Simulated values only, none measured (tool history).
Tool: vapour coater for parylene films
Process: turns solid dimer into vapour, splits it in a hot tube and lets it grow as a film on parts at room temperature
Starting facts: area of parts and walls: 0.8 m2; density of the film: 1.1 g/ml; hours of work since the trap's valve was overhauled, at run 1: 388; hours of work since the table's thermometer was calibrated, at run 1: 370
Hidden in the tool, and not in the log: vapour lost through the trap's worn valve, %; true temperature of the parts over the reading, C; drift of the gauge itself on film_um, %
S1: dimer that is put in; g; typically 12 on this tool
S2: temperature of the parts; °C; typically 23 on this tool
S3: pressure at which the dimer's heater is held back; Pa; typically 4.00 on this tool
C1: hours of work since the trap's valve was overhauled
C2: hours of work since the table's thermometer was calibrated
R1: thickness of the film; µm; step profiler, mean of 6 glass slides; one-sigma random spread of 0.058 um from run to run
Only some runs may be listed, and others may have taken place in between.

| run | hour | S1 | S2 | S3 | C1 | C2 | R1 |
|---|---|---|---|---|---|---|---|
| 1 | 0.0 | 12 | 23 | 4.00 | 388 | 370 | 6.09 |
| 2 | 29.5 | 12 | 23 | 4.00 | 402 | 383 | 6.22 |
| 3 | 57.6 | 12 | 23 | 4.00 | 415 | 397 | 6.02 |
| 4 | 83.5 | 12 | 23 | 4.00 | 427 | 409 | 6.11 |
| 5 | 100.4 | 12 | 23 | 4.00 | 435 | 417 | 6.04 |
| 6 | 127.3 | 12 | 23 | 4.00 | 448 | 429 | 6.09 |
| 7 | 142.0 | 12 | 23 | 4.00 | 455 | 436 | 6.06 |
| 8 | 166.1 | 15 | 23 | 4.00 | 466 | 447 | 7.46 |
| 9 | 183.4 | 15 | 23 | 4.00 | 474 | 455 | 7.50 |
| 10 | 205.8 | 10 | 34 | 6.92 | 485 | 466 | 2.72 |
| 11 | 235.4 | 10 | 34 | 6.92 | 499 | 480 | 2.69 |
| 12 | 256.2 | 12 | 23 | 4.86 | 508 | 490 | 5.82 |
| 13 | 287.0 | 6 | 23 | 5.54 | 523 | 504 | 2.78 |
| 14 | 308.3 | 8 | 22 | 5.54 | 533 | 514 | 3.98 |
| 15 | 334.2 | 14 | 23 | 10.49 | 545 | 526 | 6.12 |

3 options for the next run, each taken on its own from the tool as it stands now. Forecast them:
| A | 351.3 | 14 | 23 | 10.49 | 553 | 534 | ? |
| B | 351.3 | 7 | 27 | 9.03 | 553 | 534 | ? |
| C | 351.3 | 18 | 19 | 9.15 | 553 | 534 | ? |

| run | R1 |
|---|---|
| A | 6.00 |
| B | 2.54 |
| C | 9.45 |
The same runs, with their run-to-run variation unchanged, on a tool lacking any hidden condition would have given:
| run | R1 |
|---|---|
| A | 6.86 |
| B | 2.91 |
| C | 10.81 |
